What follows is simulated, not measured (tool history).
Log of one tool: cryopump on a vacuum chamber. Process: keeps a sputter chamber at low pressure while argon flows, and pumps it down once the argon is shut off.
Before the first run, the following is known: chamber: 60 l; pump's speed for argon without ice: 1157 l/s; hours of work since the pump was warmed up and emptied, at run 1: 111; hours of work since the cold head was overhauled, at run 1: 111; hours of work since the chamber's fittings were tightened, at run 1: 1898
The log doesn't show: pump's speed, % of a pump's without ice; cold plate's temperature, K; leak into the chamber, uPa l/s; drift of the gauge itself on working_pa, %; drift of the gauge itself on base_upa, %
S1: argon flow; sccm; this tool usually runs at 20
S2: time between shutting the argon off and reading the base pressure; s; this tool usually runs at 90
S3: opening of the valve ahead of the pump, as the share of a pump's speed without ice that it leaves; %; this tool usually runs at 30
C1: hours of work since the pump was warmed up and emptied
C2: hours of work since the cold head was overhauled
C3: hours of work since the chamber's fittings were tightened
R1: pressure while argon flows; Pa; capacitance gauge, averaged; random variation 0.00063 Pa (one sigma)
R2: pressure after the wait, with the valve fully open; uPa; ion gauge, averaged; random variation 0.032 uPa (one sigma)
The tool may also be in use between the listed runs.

{"run": 1, "day": 0.0, "S1": 20, "S2": 90, "S3": 30, "C1": 111, "C2": 111, "C3": 1898, "R1": 0.1019, "R2": 3.7}
{"day": 1.375, "done": "leaking fittings of the chamber tightened, without venting"}
{"run": 2, "day": 4.092, "S1": 20, "S2": 90, "S3": 30, "C1": 160, "C2": 160, "C3": 33, "R1": 0.1045, "R2": 1.81}
{"run": 3, "day": 6.542, "S1": 20, "S2": 90, "S3": 30, "C1": 190, "C2": 190, "C3": 63, "R1": 0.1056, "R2": 1.86}
{"run": 4, "day": 9.067, "S1": 20, "S2": 90, "S3": 30, "C1": 221, "C2": 221, "C3": 94, "R1": 0.1072, "R2": 1.88}
{"run": 5, "day": 11.012, "S1": 20, "S2": 90, "S3": 30, "C1": 245, "C2": 245, "C3": 118, "R1": 0.1079, "R2": 1.89}
{"run": 6, "day": 14.858, "S1": 20, "S2": 90, "S3": 30, "C1": 292, "C2": 292, "C3": 165, "R1": 0.1104, "R2": 2.06}
{"day": 17.054, "done": "pump warmed up, emptied and cooled again"}
{"run": 7, "day": 18.792, "S1": 20, "S2": 90, "S3": 30, "C1": 21, "C2": 337, "C3": 210, "R1": 0.0986, "R2": 1.85}
{"run": 8, "day": 22.225, "S1": 20, "S2": 90, "S3": 30, "C1": 63, "C2": 379, "C3": 252, "R1": 0.0992, "R2": 1.98}
{"run": 9, "day": 26.212, "S1": 20, "S2": 90, "S3": 30, "C1": 112, "C2": 428, "C3": 301, "R1": 0.1025, "R2": 1.99}
{"run": 10, "day": 27.992, "S1": 20, "S2": 90, "S3": 30, "C1": 134, "C2": 450, "C3": 323, "R1": 0.1016, "R2": 2.12}
{"run": 11, "day": 31.238, "S1": 20, "S2": 212, "S3": 28, "C1": 173, "C2": 490, "C3": 363, "R1": 0.1113, "R2": 1.38}
{"run": 12, "day": 34.742, "S1": 20, "S2": 123, "S3": 45, "C1": 216, "C2": 532, "C3": 405, "R1": 0.0736, "R2": 1.84}
{"run": 13, "day": 38.296, "S1": 20, "S2": 90, "S3": 20, "C1": 260, "C2": 576, "C3": 449, "R1": 0.1557, "R2": 2.29}
{"run": 14, "day": 40.538, "S1": 20, "S2": 90, "S3": 20, "C1": 287, "C2": 603, "C3": 476, "R1": 0.1589, "R2": 2.4}
{"day": 43.029, "done": "pump warmed up, emptied and cooled again"}
{"run": 15, "day": 43.725, "S1": 15, "S2": 65, "S3": 29, "C1": 9, "C2": 640, "C3": 513, "R1": 0.0761, "R2": 2.67}
{"run": 16, "day": 47.533, "S1": 15, "S2": 65, "S3": 29, "C1": 55, "C2": 686, "C3": 559, "R1": 0.0764, "R2": 2.73}
{"run": 17, "day": 49.479, "S1": 16, "S2": 148, "S3": 18, "C1": 79, "C2": 710, "C3": 583, "R1": 0.1319, "R2": 1.65}
{"run": 18, "day": 52.312, "S1": 16, "S2": 148, "S3": 18, "C1": 114, "C2": 745, "C3": 618, "R1": 0.1328, "R2": 1.81}
{"run": 19, "day": 55.979, "S1": 16, "S2": 148, "S3": 18, "C1": 158, "C2": 790, "C3": 663, "R1": 0.1352, "R2": 1.9}

Selected run-to-run steps in R1, each split into two signed amounts: the part the tool would show with no hidden state at all (from settings, incoming material and random variation), and the remainder, which goes to the hidden state together with any gauge scatter not common to the measured and the hidden-state-free results:
Run 6 -> 7: pump warmed up, emptied and cooled again. R1 -0.0118 Pa: hidden state -0.0125, all else +0.0007.
Run 14 -> 15: S1 20 -> 15, S2 90 -> 65, S3 20 -> 29, pump warmed up, emptied and cooled again. R1 -0.0828 Pa: hidden state -0.0121, all else -0.0707.
